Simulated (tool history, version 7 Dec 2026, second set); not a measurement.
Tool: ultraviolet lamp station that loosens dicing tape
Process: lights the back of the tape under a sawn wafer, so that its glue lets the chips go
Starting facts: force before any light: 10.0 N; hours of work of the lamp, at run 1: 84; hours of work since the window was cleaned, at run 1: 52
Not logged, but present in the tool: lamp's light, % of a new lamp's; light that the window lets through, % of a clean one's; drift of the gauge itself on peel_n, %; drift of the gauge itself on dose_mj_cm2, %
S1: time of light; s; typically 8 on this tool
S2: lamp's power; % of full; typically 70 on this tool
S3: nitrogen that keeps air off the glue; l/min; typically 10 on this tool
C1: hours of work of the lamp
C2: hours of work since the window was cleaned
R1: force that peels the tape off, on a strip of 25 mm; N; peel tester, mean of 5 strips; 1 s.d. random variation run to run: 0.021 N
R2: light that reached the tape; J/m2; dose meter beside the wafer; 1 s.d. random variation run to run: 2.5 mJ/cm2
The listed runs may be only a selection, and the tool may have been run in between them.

run   hour  S1  S2  S3   C1   C2     R1    R2
  1    0.0   8  70  10   84   52  1.197  2630
  2    6.1   8  70  10   88   56  1.150  2670
  3   11.4   8  70  10   92   60  1.216  2650
  4   19.2   8  70  10   98   65  1.241  2670
  5   25.1   8  70  10  102   69  1.208  2610
  6   32.2   4  70  10  107   75  3.387  1290
  7   38.5   4  70  10  111   79  3.359  1300
  8   43.0   4  98  10  115   82  2.324  1810
  9   47.1   8  72  10  118   85  1.209  2660
 10   51.7   8  72  10  121   88  1.195  2630
 11   60.7   8  72  10  127   95  1.215  2650
 12   67.0   8  72  10  132   99  1.156  2650
 13   76.3   8  72  10  138  106  1.193  2560
 14   81.7   8  72  10  142  110  1.226  2610
 15   86.4   8  88  10  146  113  0.843  3170
 16   91.8  11  68   8  150  117  0.892  3320
 17  101.0   5  79   8  156  124  2.518  1750
     102.3  -- window cleaned of glue's vapour
 18  109.6   8  84  15  162    5  0.696  2930
 19  114.2  12  70  10  165    9  0.585  3680
     119.0  -- window cleaned of glue's vapour, once more
 20  123.6  12  70  10  171    3  0.478  3990
 21  129.5  12  72   7  176    7  0.647  4120
 22  134.1  12  72   7  179   11  0.621  4140
 23  142.5  12  72   7  185   17  0.661  4090
 24  147.7  12  72   7  189   21  0.659  4100
 25  156.5  12  70   7  195   27  0.705  4000
 26  160.9   8  72  10  198   30  1.123  2680
 27  165.0   8  72  10  201   33  1.114  2720
 28  168.8   8  65   7  204   36  1.774  2360
 29  175.6  10  65  16  209   40  0.592  3040
 30  182.0  10  65  16  213   45  0.610  2980

Branching from run 30: 5 alternative next runs. What would each branch give?
  A  186.4  15  89   7  216  48   ?   ?
  B  186.4   8  70   5  216  48   ?   ?
  C  186.4   8  65   4  216  48   ?   ?
  D  186.4   8  93  10  216  48   ?   ?
  E  186.4   8  74  14  216  48   ?   ?

run     R1    R2
  A  0.247  6200
  B  2.021  2560
  C  2.633  2400
  D  0.681  3460
  E  0.848  2700
Without the tool's unlogged condition, the same runs would have read:
run     R1    R2
  A  0.210  6820
  B  1.735  2820
  C  2.310  2650
  D  0.550  3810
  E  0.688  2970
